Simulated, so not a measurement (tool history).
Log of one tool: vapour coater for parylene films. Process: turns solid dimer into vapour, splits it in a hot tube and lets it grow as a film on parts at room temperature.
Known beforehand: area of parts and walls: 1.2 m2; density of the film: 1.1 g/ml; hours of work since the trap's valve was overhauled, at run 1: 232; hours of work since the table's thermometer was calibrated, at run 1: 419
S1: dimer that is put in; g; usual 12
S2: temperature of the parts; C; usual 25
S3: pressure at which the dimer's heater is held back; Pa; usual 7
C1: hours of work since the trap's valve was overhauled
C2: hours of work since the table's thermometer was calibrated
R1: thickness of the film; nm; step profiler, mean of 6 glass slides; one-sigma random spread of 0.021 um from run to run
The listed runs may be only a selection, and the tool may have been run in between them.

run 1 hour=0 | S1=12 S2=25 S3=7 | C1=232 C2=419 | R1=4600
run 2 hour=23.4 | S1=12 S2=25 S3=7 | C1=250 C2=437 | R1=4600
run 3 hour=45.2 | S1=12 S2=25 S3=2.2 | C1=267 C2=453 | R1=5360
run 4 hour=56.9 | S1=12 S2=25 S3=2.2 | C1=276 C2=462 | R1=5400
run 5 hour=73.8 | S1=12 S2=25 S3=2.2 | C1=288 C2=475 | R1=5420
run 6 hour=101.2 | S1=12 S2=25 S3=2.2 | C1=309 C2=496 | R1=5440
run 7 hour=118.1 | S1=12 S2=25 S3=2.2 | C1=322 C2=509 | R1=5380
run 8 hour=143.8 | S1=12 S2=31 S3=7 | C1=341 C2=528 | R1=3680
run 9 hour=171 | S1=12 S2=26 S3=7 | C1=362 C2=549 | R1=4440
run 10 hour=196.4 | S1=12 S2=25 S3=6.92 | C1=381 C2=568 | R1=4650
run 11 hour=211.2 | S1=12 S2=25 S3=7 | C1=393 C2=579 | R1=4660
-- hour=217.7 trap's valve overhauled
run 12 hour=236.6 | S1=12 S2=25 S3=7 | C1=14 C2=596 | R1=4630
run 13 hour=260.3 | S1=12 S2=25 S3=7 | C1=32 C2=614 | R1=4670
run 14 hour=284.2 | S1=12 S2=25 S3=7 | C1=50 C2=632 | R1=4710
run 15 hour=297.6 | S1=6 S2=25 S3=9.21 | C1=61 C2=642 | R1=2270
-- hour=312.2 gauge calibrated
run 16 hour=322.9 | S1=5 S2=24 S3=7 | C1=80 C2=661 | R1=2000
run 17 hour=342.3 | S1=18 S2=24 S3=7 | C1=95 C2=676 | R1=7130
run 18 hour=357.9 | S1=18 S2=28 S3=3.51 | C1=106 C2=688 | R1=6770
run 19 hour=376.1 | S1=18 S2=28 S3=3.51 | C1=120 C2=701 | R1=6810
run 20 hour=388.5 | S1=18 S2=28 S3=3.51 | C1=130 C2=711 | R1=6810
run 21 hour=401.2 | S1=18 S2=31 S3=3.51 | C1=139 C2=721 | R1=6010
run 22 hour=421 | S1=18 S2=31 S3=3.51 | C1=154 C2=736 | R1=6010
run 23 hour=436 | S1=13 S2=20 S3=11.86 | C1=166 C2=747 | R1=5670
run 24 hour=457.6 | S1=12 S2=23 S3=7 | C1=182 C2=763 | R1=5020
run 25 hour=468.9 | S1=22 S2=31 S3=9.8 | C1=191 C2=772 | R1=6430
run 26 hour=493.9 | S1=22 S2=31 S3=9.8 | C1=210 C2=791 | R1=6460
run 27 hour=520.4 | S1=8 S2=34 S3=3.27 | C1=230 C2=811 | R1=2430
run 28 hour=532.3 | S1=8 S2=34 S3=3.27 | C1=239 C2=820 | R1=2410

Below are 4 alternative next runs, each starting from the tool's condition after run 28. Predict each:
run A hour=555.6 | S1=5 S2=19 S3=7 | C1=257 C2=838 | R1=?
run B hour=555.6 | S1=14 S2=24 S3=11.88 | C1=257 C2=838 | R1=?
run C hour=555.6 | S1=12 S2=22 S3=3.06 | C1=257 C2=838 | R1=?
run D hour=555.6 | S1=12 S2=18 S3=7 | C1=257 C2=838 | R1=?

run=A R1=2460
run=B R1=5210
run=C R1=5910
run=D R1=6110
With no hidden state in the tool, these same runs would have given:
run=A R1=2420
run=B R1=5120
run=C R1=5800
run=D R1=6000

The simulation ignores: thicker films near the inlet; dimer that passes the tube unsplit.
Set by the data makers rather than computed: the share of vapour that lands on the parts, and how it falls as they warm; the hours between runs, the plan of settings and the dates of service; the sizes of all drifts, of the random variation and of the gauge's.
